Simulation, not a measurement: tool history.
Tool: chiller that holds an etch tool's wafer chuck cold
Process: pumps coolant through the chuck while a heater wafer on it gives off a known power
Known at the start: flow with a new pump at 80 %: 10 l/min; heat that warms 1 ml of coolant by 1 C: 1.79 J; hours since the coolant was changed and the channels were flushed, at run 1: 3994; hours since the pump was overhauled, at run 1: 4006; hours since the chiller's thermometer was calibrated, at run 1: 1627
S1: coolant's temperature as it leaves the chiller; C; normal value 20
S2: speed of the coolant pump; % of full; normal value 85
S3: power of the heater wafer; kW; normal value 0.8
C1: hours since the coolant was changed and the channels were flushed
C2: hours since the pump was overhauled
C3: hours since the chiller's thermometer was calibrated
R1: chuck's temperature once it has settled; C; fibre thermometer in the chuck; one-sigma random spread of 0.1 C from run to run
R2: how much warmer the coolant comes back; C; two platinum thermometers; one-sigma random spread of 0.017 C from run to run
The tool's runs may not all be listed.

run 1 day=0 | S1=20 S2=85 S3=0.8 | C1=3994 C2=4006 C3=1627 | R1=31.8 R2=2.69
run 2 day=3.079 | S1=20 S2=85 S3=0.8 | C1=4068 C2=4079 C3=1701 | R1=31.6 R2=2.67
run 3 day=6.354 | S1=20 S2=85 S3=0.8 | C1=4147 C2=4158 C3=1780 | R1=31.5 R2=2.69
run 4 day=12.946 | S1=20 S2=85 S3=0.8 | C1=4305 C2=4316 C3=1938 | R1=31.9 R2=2.7
run 5 day=19.354 | S1=20 S2=85 S3=0.841 | C1=4458 C2=4470 C3=2092 | R1=32.3 R2=2.84
run 6 day=25.829 | S1=20 S2=71 S3=0.8 | C1=4614 C2=4625 C3=2247 | R1=33.4 R2=3.19
run 7 day=31.217 | S1=20 S2=85 S3=0.657 | C1=4743 C2=4755 C3=2377 | R1=30.1 R2=2.22
-- day=34.692 coolant changed, channels flushed
run 8 day=36.354 | S1=20 S2=85 S3=0.657 | C1=40 C2=4872 C3=2494 | R1=28.9 R2=2.21
run 9 day=40.142 | S1=20 S2=85 S3=0.657 | C1=131 C2=4963 C3=2585 | R1=29 R2=2.2
-- day=40.471 chiller's thermometer calibrated
run 10 day=44.271 | S1=20 S2=85 S3=0.8 | C1=229 C2=5061 C3=91 | R1=30.9 R2=2.7
run 11 day=48.242 | S1=20 S2=85 S3=0.8 | C1=324 C2=5156 C3=187 | R1=31 R2=2.73
run 12 day=54.254 | S1=20 S2=85 S3=0.8 | C1=469 C2=5301 C3=331 | R1=31.2 R2=2.69
run 13 day=57.317 | S1=20 S2=85 S3=1.11 | C1=542 C2=5374 C3=404 | R1=35.3 R2=3.75
run 14 day=64.075 | S1=20 S2=85 S3=1.11 | C1=704 C2=5536 C3=566 | R1=35.4 R2=3.78
-- day=68.071 chiller's thermometer calibrated, once more
run 15 day=68.646 | S1=20 S2=85 S3=1.11 | C1=813 C2=5645 C3=14 | R1=34.5 R2=3.77
run 16 day=72.921 | S1=20 S2=85 S3=0.5 | C1=915 C2=5748 C3=116 | R1=26.5 R2=1.71
run 17 day=78.983 | S1=20 S2=85 S3=0.5 | C1=1061 C2=5893 C3=262 | R1=26.8 R2=1.67
run 18 day=83.638 | S1=20 S2=85 S3=0.5 | C1=1173 C2=6005 C3=374 | R1=26.5 R2=1.72
run 19 day=89.075 | S1=20 S2=85 S3=0.5 | C1=1303 C2=6135 C3=504 | R1=26.7 R2=1.71
run 20 day=95.029 | S1=21 S2=83 S3=0.68 | C1=1446 C2=6278 C3=647 | R1=30.2 R2=2.36
run 21 day=100.979 | S1=21 S2=83 S3=0.68 | C1=1589 C2=6421 C3=790 | R1=30.2 R2=2.4
run 22 day=106.558 | S1=20 S2=65 S3=0.685 | C1=1723 C2=6555 C3=924 | R1=30.9 R2=3.05
run 23 day=111.283 | S1=27 S2=78 S3=0.726 | C1=1836 C2=6668 C3=1037 | R1=37.4 R2=2.75
run 24 day=114.908 | S1=27 S2=78 S3=0.726 | C1=1923 C2=6755 C3=1124 | R1=37.7 R2=2.73
run 25 day=118.95 | S1=20 S2=89 S3=0.571 | C1=2020 C2=6852 C3=1221 | R1=27.6 R2=1.9
run 26 day=124.088 | S1=24 S2=95 S3=0.475 | C1=2144 C2=6976 C3=1344 | R1=30.3 R2=1.51
run 27 day=130.467 | S1=28 S2=85 S3=0.566 | C1=2297 C2=7129 C3=1498 | R1=35.9 R2=1.95
run 28 day=135.05 | S1=22 S2=89 S3=1.147 | C1=2407 C2=7239 C3=1608 | R1=37.9 R2=3.85
run 29 day=140.567 | S1=19 S2=96 S3=0.563 | C1=2539 C2=7371 C3=1740 | R1=26.6 R2=1.75
run 30 day=143.625 | S1=20 S2=85 S3=0.403 | C1=2612 C2=7445 C3=1813 | R1=25.8 R2=1.43
run 31 day=150.25 | S1=16 S2=85 S3=0.421 | C1=2771 C2=7604 C3=1972 | R1=22.4 R2=1.47
run 32 day=153.817 | S1=25 S2=66 S3=0.421 | C1=2857 C2=7689 C3=2058 | R1=32 R2=1.91
run 33 day=158.796 | S1=21 S2=86 S3=0.617 | C1=2976 C2=7809 C3=2177 | R1=29.9 R2=2.12

Pick out some run-to-run changes in R1. Of each, how much would a tool without hidden state show as well, from the settings, what came in and chance, and how much is left for the hidden state and any gauge scatter not in both results compared?
Hidden state at play: heat passed by the chuck's channels, % of clean ones'; flow at a given pump speed, % of a new pump's; coolant's true temperature over the reading, C; drift of the gauge itself on chuck_c, C; drift of the gauge itself on warmer_back_c, C.
Run 7 -> 8: coolant changed, channels flushed. R1 -1.2 C: hidden state -1, all else -0.2.
Run 14 -> 15: chiller's thermometer calibrated, once more. R1 -0.9 C: hidden state -0.8, all else -0.1.
Run 24 -> 25: S1 27 -> 20, S2 78 -> 89, S3 0.726 -> 0.571. R1 -10.1 C: hidden state -0.3, all else -9.8.
Run 27 -> 28: S1 28 -> 22, S2 85 -> 89, S3 0.566 -> 1.147. R1 +2 C: hidden state +0.8, all else +1.2.
Run 28 -> 29: S1 22 -> 19, S2 89 -> 96, S3 1.147 -> 0.563. R1 -11.3 C: hidden state -0.8, all else -10.5.
Run 31 -> 32: S1 16 -> 25, S2 85 -> 66. R1 +9.6 C: hidden state +0, all else +9.6.
